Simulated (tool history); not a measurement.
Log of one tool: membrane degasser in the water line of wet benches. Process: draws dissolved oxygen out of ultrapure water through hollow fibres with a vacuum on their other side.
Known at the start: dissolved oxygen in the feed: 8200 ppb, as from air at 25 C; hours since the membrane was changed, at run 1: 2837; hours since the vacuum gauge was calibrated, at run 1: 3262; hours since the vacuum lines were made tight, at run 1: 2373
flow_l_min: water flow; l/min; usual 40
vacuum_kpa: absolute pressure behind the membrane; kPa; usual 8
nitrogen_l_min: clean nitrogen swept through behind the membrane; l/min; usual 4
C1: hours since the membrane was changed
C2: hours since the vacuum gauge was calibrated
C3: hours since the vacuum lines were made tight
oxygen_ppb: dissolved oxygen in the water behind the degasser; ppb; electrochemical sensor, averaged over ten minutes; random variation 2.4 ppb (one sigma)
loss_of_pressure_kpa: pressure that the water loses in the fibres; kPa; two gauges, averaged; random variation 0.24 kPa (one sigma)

Run 1, hour 0: usual settings; C1 2837; C2 3262; C3 2373. Result: oxygen_ppb 245.4 ppb, loss_of_pressure_kpa 64.09 kPa.
Run 2, hour 78.3: usual settings; C1 2916; C2 3340; C3 2452. Result: oxygen_ppb 246.6 ppb, loss_of_pressure_kpa 63.64 kPa.
Run 3, hour 138.6: usual settings; C1 2976; C2 3400; C3 2512. Result: oxygen_ppb 245.1 ppb, loss_of_pressure_kpa 63.73 kPa.
Run 4, hour 241.3: usual settings; C1 3079; C2 3503; C3 2615. Result: oxygen_ppb 247.4 ppb, loss_of_pressure_kpa 63.53 kPa.
Run 5, hour 344.8: usual settings; C1 3182; C2 3606; C3 2718. Result: oxygen_ppb 253.1 ppb, loss_of_pressure_kpa 63.53 kPa.
Run 6, hour 415.9: usual settings; C1 3253; C2 3678; C3 2789. Result: oxygen_ppb 243.1 ppb, loss_of_pressure_kpa 63.53 kPa.
Run 7, hour 526.9: usual settings but flow_l_min 33 l/min; C1 3364; C2 3789; C3 2900. Result: oxygen_ppb 188.1 ppb, loss_of_pressure_kpa 52.81 kPa.
Run 8, hour 656.4: usual settings but flow_l_min 33 l/min; C1 3494; C2 3918; C3 3030. Result: oxygen_ppb 186.7 ppb, loss_of_pressure_kpa 52.7 kPa.
Run 9, hour 732.2: usual settings but flow_l_min 33 l/min; C1 3569; C2 3994; C3 3106. Result: oxygen_ppb 185.8 ppb, loss_of_pressure_kpa 53.19 kPa.
Run 10, hour 856.5: usual settings but flow_l_min 33 l/min; C1 3694; C2 4118; C3 3230. Result: oxygen_ppb 188.2 ppb, loss_of_pressure_kpa 53.09 kPa.
Run 11, hour 928.3: usual settings; C1 3766; C2 4190; C3 3302. Result: oxygen_ppb 256.2 ppb, loss_of_pressure_kpa 64.02 kPa.
Run 12, hour 1043.5: usual settings; C1 3881; C2 4305; C3 3417. Result: oxygen_ppb 245.3 ppb, loss_of_pressure_kpa 64.19 kPa.
Run 13, hour 1135.8: usual settings; C1 3973; C2 4397; C3 3509. Result: oxygen_ppb 250.9 ppb, loss_of_pressure_kpa 64.56 kPa.
Run 14, hour 1260.2: usual settings; C1 4097; C2 4522; C3 3634. Result: oxygen_ppb 249.5 ppb, loss_of_pressure_kpa 64.44 kPa.
Run 15, hour 1359.6: usual settings but flow_l_min 31 l/min, vacuum_kpa 6.46 kPa, nitrogen_l_min 4.05 l/min; C1 4197; C2 4621; C3 3733. Result: oxygen_ppb 143.9 ppb, loss_of_pressure_kpa 50.21 kPa.
Run 16, hour 1460.4: usual settings but flow_l_min 31 l/min, vacuum_kpa 9.4 kPa, nitrogen_l_min 11.08 l/min; C1 4298; C2 4722; C3 3834. Result: oxygen_ppb 126.4 ppb, loss_of_pressure_kpa 49.86 kPa.
Run 17, hour 1559.1: usual settings but flow_l_min 59 l/min, vacuum_kpa 9.4 kPa, nitrogen_l_min 11.08 l/min; C1 4396; C2 4821; C3 3932. Result: oxygen_ppb 359.6 ppb, loss_of_pressure_kpa 95.26 kPa.
Run 18, hour 1659: usual settings but flow_l_min 59 l/min, vacuum_kpa 9.4 kPa, nitrogen_l_min 11.08 l/min; C1 4496; C2 4921; C3 4032. Result: oxygen_ppb 352.4 ppb, loss_of_pressure_kpa 95.01 kPa.

The next listed run, before its measurement:
At hour 1786.9: seals of the vacuum lines changed.
Run 19, hour 1788.4: usual settings but flow_l_min 59 l/min, vacuum_kpa 9.4 kPa, nitrogen_l_min 11.08 l/min; C1 4624; C2 5048; C3 2. Result: oxygen_ppb ?, loss_of_pressure_kpa ?.

{"run 19": {"oxygen_ppb": 358.5, "loss_of_pressure_kpa": 95.46}}
Without the tool's hidden state the same run would have given oxygen_ppb 330.5 ppb, loss_of_pressure_kpa 92.7 kPa.
